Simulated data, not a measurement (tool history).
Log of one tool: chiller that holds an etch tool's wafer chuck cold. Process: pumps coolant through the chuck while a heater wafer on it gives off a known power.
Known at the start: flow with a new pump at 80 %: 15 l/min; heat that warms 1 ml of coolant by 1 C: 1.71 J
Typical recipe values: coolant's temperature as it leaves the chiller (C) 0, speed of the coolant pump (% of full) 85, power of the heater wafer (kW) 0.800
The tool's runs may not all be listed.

| run | day | coolant's temperature as it leaves the chiller (C) | speed of the coolant pump (% of full) | power of the heater wafer (kW) | chuck's temperature once it has settled (C) | how much warmer the coolant comes back (C) |
|---|---|---|---|---|---|---|
| 1 | 0.000 | 0 | 85 | 0.800 | 9.5 | 1.775 |
| 2 | 2.746 | 0 | 85 | 0.800 | 9.4 | 1.784 |
| 3 | 7.817 | 0 | 85 | 0.800 | 9.6 | 1.790 |
| 4 | 11.121 | 0 | 85 | 1.011 | 11.8 | 2.256 |
| 5 | 16.096 | 0 | 85 | 0.564 | 7.0 | 1.259 |
| 6 | 20.133 | 0 | 85 | 0.564 | 6.9 | 1.265 |
| 7 | 25.375 | 0 | 89 | 0.800 | 9.5 | 1.715 |
| 8 | 29.979 | 0 | 89 | 0.800 | 9.5 | 1.713 |
| 9 | 33.483 | 0 | 89 | 0.800 | 9.7 | 1.721 |
| 10 | 37.571 | 0 | 89 | 0.800 | 8.3 | 1.717 |
| 11 | 40.271 | 0 | 89 | 0.800 | 8.3 | 1.729 |
| 12 | 46.083 | 0 | 89 | 0.800 | 8.5 | 1.730 |
| 13 | 51.533 | 0 | 89 | 0.800 | 8.5 | 1.735 |
| 14 | 54.550 | 0 | 89 | 0.800 | 8.5 | 1.734 |
| 15 | 57.258 | -9 | 89 | 0.800 | -0.3 | 1.738 |
| 16 | 61.338 | 0 | 63 | 0.800 | 10.9 | 2.487 |
| 17 | 63.767 | 0 | 85 | 0.800 | 9.1 | 1.840 |
| 18 | 69.342 | 0 | 85 | 0.800 | 8.8 | 1.837 |
| 19 | 71.892 | 0 | 85 | 0.578 | 6.7 | 1.334 |
| 20 | 74.742 | 0 | 85 | 0.812 | 9.3 | 1.874 |
| 21 | 77.700 | 8 | 85 | 0.807 | 17.3 | 1.854 |
| 22 | 81.533 | 8 | 85 | 0.807 | 17.0 | 1.778 |
| 23 | 85.942 | 8 | 85 | 0.807 | 17.2 | 1.779 |
| 24 | 90.512 | 8 | 85 | 0.807 | 17.2 | 1.786 |
| 25 | 92.912 | 8 | 85 | 0.807 | 17.3 | 1.779 |
| 26 | 98.225 | 3 | 69 | 0.800 | 13.3 | 2.190 |
| 27 | 101.204 | 3 | 69 | 0.800 | 13.7 | 2.176 |
| 28 | 105.883 | -6 | 69 | 0.800 | 4.5 | 2.184 |
| 29 | 110.742 | -6 | 69 | 0.800 | 4.7 | 2.189 |
| 30 | 114.354 | -6 | 69 | 0.800 | 4.8 | 2.187 |
| 31 | 118.425 | 2 | 85 | 0.403 | 7.1 | 0.893 |
| 32 | 121.938 | 2 | 85 | 0.403 | 7.3 | 0.899 |
| 33 | 125.712 | -2 | 89 | 0.403 | 3.2 | 0.851 |

Taken out of this log: 3 entries between the listed runs. Where each belongs, and how the hidden state differs across it:
Logged between run 9 and run 10: coolant changed, channels flushed (day 34.346)
  heat passed by the chuck's channels, % of clean ones': 82.5 -> 99.6; flow at a given pump speed, % of a new pump's: 98 -> 97.9; coolant's true temperature over the reading, C: 0.52 -> 0.54
  difference, measured minus the result without the unlogged condition, chuck's temperature once it has settled (C): +2.1 -> +0.7; how much warmer the coolant comes back (C): +0.034 -> +0.035
Logged between run 15 and run 16: coolant pump overhauled (day 57.854)
  heat passed by the chuck's channels, % of clean ones': 97.7 -> 97.3; flow at a given pump speed, % of a new pump's: 97.5 -> 96; coolant's true temperature over the reading, C: 0.63 -> 0.64
  difference, measured minus the result without the unlogged condition, chuck's temperature once it has settled (C): +1.0 -> +1.1; how much warmer the coolant comes back (C): +0.044 -> +0.100
Logged between run 21 and run 22: coolant pump overhauled, once more (day 81.100)
  heat passed by the chuck's channels, % of clean ones': 95.7 -> 95.3; flow at a given pump speed, % of a new pump's: 95.6 -> 100.1; coolant's true temperature over the reading, C: 0.72 -> 0.74
  difference, measured minus the result without the unlogged condition, chuck's temperature once it has settled (C): +1.3 -> +1.1; how much warmer the coolant comes back (C): +0.082 -> -0.002

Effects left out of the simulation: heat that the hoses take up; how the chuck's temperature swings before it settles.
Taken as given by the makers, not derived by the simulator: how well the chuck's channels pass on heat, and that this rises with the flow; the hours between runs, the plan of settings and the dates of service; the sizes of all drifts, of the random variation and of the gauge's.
